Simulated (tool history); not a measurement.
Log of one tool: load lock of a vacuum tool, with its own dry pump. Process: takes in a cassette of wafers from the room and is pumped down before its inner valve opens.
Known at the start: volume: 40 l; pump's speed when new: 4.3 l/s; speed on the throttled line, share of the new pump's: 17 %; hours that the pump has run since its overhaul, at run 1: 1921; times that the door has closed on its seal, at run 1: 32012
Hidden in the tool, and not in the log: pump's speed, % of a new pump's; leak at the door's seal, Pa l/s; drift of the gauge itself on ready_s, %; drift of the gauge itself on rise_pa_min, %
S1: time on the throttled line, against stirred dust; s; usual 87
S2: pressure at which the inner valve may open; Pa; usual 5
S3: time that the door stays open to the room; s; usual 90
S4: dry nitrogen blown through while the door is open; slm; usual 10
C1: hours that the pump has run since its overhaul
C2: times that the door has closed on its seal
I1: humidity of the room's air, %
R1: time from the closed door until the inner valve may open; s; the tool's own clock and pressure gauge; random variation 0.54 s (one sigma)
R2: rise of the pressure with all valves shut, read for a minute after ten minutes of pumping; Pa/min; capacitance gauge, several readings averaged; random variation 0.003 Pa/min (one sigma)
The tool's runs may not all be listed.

run 1 hour=0 | S1=87 S2=5 S3=90 S4=10 | C1=1921 C2=32012 | I1=45.3 | R1=166.9 R2=0.199
run 2 hour=149 | S1=87 S2=7 S3=90 S4=10 | C1=2070 C2=32716 | I1=45.6 | R1=163.4 R2=0.195
run 3 hour=307.2 | S1=52 S2=5 S3=90 S4=10 | C1=2228 C2=33464 | I1=45.7 | R1=137 R2=0.21
run 4 hour=488.8 | S1=52 S2=5 S3=90 S4=10 | C1=2410 C2=34323 | I1=42.1 | R1=137.1 R2=0.212
run 5 hour=596.3 | S1=52 S2=5 S3=90 S4=10 | C1=2518 C2=34831 | I1=46.1 | R1=137.2 R2=0.213
run 6 hour=742.6 | S1=87 S2=5 S3=227 S4=10 | C1=2664 C2=35522 | I1=46 | R1=166.9 R2=0.249
run 7 hour=986.2 | S1=87 S2=5 S3=227 S4=10 | C1=2907 C2=36673 | I1=44.3 | R1=167.1 R2=0.253
run 8 hour=1179.2 | S1=87 S2=5 S3=227 S4=10 | C1=3100 C2=37586 | I1=43.6 | R1=166.4 R2=0.262
run 9 hour=1306.4 | S1=87 S2=5 S3=227 S4=10 | C1=3228 C2=38187 | I1=45.1 | R1=166.6 R2=0.272
run 10 hour=1469.4 | S1=87 S2=5 S3=227 S4=10 | C1=3391 C2=38957 | I1=45.8 | R1=166.8 R2=0.276
run 11 hour=1670.2 | S1=87 S2=5 S3=227 S4=10 | C1=3591 C2=39906 | I1=45 | R1=165.9 R2=0.29
run 12 hour=1812.2 | S1=87 S2=5 S3=227 S4=10 | C1=3733 C2=40577 | I1=39.8 | R1=167.8 R2=0.289
run 13 hour=2052.8 | S1=87 S2=5 S3=227 S4=10 | C1=3974 C2=41714 | I1=44 | R1=167.6 R2=0.293
run 14 hour=2288.9 | S1=87 S2=5 S3=227 S4=10 | C1=4210 C2=42831 | I1=46.8 | R1=167 R2=0.309
run 15 hour=2462.8 | S1=87 S2=5 S3=227 S4=10 | C1=4384 C2=43652 | I1=46.7 | R1=167.2 R2=0.318
run 16 hour=2711.2 | S1=87 S2=5 S3=227 S4=10 | C1=4632 C2=44826 | I1=42.1 | R1=167.8 R2=0.332
run 17 hour=2943.8 | S1=55 S2=5 S3=90 S4=10 | C1=4865 C2=45925 | I1=47.9 | R1=141 R2=0.317
run 18 hour=3120.1 | S1=87 S2=5 S3=90 S4=20 | C1=5041 C2=46759 | I1=46.5 | R1=167.7 R2=0.31
run 19 hour=3231.4 | S1=87 S2=8 S3=84 S4=21 | C1=5153 C2=47285 | I1=48.5 | R1=162.4 R2=0.32
run 20 hour=3457.4 | S1=87 S2=5 S3=142 S4=44 | C1=5379 C2=48353 | I1=43.3 | R1=167.5 R2=0.334
run 21 hour=3719.4 | S1=87 S2=5 S3=142 S4=44 | C1=5641 C2=49591 | I1=45 | R1=168.6 R2=0.352
run 22 hour=3961.7 | S1=87 S2=10 S3=52 S4=10 | C1=5883 C2=50736 | I1=48 | R1=160.4 R2=0.362
run 23 hour=4163.6 | S1=87 S2=7 S3=75 S4=4 | C1=6085 C2=51691 | I1=50.3 | R1=164.7 R2=0.395
run 24 hour=4311.5 | S1=87 S2=10 S3=90 S4=9 | C1=6233 C2=52390 | I1=42.9 | R1=161.7 R2=0.388
run 25 hour=4552.4 | S1=87 S2=5 S3=90 S4=5 | C1=6474 C2=53528 | I1=45.5 | R1=168.4 R2=0.414
run 26 hour=4764 | S1=54 S2=6 S3=89 S4=7 | C1=6685 C2=54528 | I1=46.4 | R1=139.4 R2=0.415
run 27 hour=5015.2 | S1=54 S2=6 S3=89 S4=7 | C1=6936 C2=55716 | I1=44.9 | R1=139.7 R2=0.43
run 28 hour=5219.9 | S1=54 S2=6 S3=89 S4=7 | C1=7141 C2=56683 | I1=40.8 | R1=139.7 R2=0.443
run 29 hour=5415.9 | S1=54 S2=6 S3=89 S4=7 | C1=7337 C2=57610 | I1=48.4 | R1=140.2 R2=0.457
run 30 hour=5534.7 | S1=54 S2=6 S3=89 S4=7 | C1=7456 C2=58171 | I1=44.7 | R1=140.1 R2=0.468
run 31 hour=5687.7 | S1=140 S2=8 S3=48 S4=5 | C1=7609 C2=58894 | I1=45 | R1=207.7 R2=0.468
run 32 hour=5829.9 | S1=140 S2=8 S3=48 S4=5 | C1=7751 C2=59566 | I1=46.6 | R1=207.6 R2=0.47
run 33 hour=5998.9 | S1=140 S2=8 S3=48 S4=5 | C1=7920 C2=60365 | I1=46.9 | R1=207.9 R2=0.484
run 34 hour=6245.2 | S1=87 S2=9 S3=90 S4=8 | C1=8166 C2=61529 | I1=39.3 | R1=162.4 R2=0.484
run 35 hour=6506.8 | S1=87 S2=6 S3=90 S4=28 | C1=8428 C2=62765 | I1=44.6 | R1=166.8 R2=0.49
-- hour=6571 door's seal changed, seat wiped
run 36 hour=6758.7 | S1=87 S2=5 S3=90 S4=10 | C1=8678 C2=887 | I1=45.5 | R1=170.1 R2=0.033

Forecast each of these 3 alternatives for the next run:
run A hour=7004.4 | S1=87 S2=5 S3=90 S4=5 | C1=8924 C2=2048 | I1=42 | R1=? R2=?
run B hour=7004.4 | S1=59 S2=6 S3=90 S4=7 | C1=8924 C2=2048 | I1=47.2 | R1=? R2=?
run C hour=7004.4 | S1=87 S2=9 S3=90 S4=17 | C1=8924 C2=2048 | I1=45.9 | R1=? R2=?

run=A R1=169.3 R2=0.037
run=B R1=145 R2=0.039
run=C R1=163 R2=0.03
Without the tool's hidden state the same runs would have given:
run=A R1=166.6 R2=0.032
run=B R1=142.1 R2=0.035
run=C R1=160.6 R2=0.025
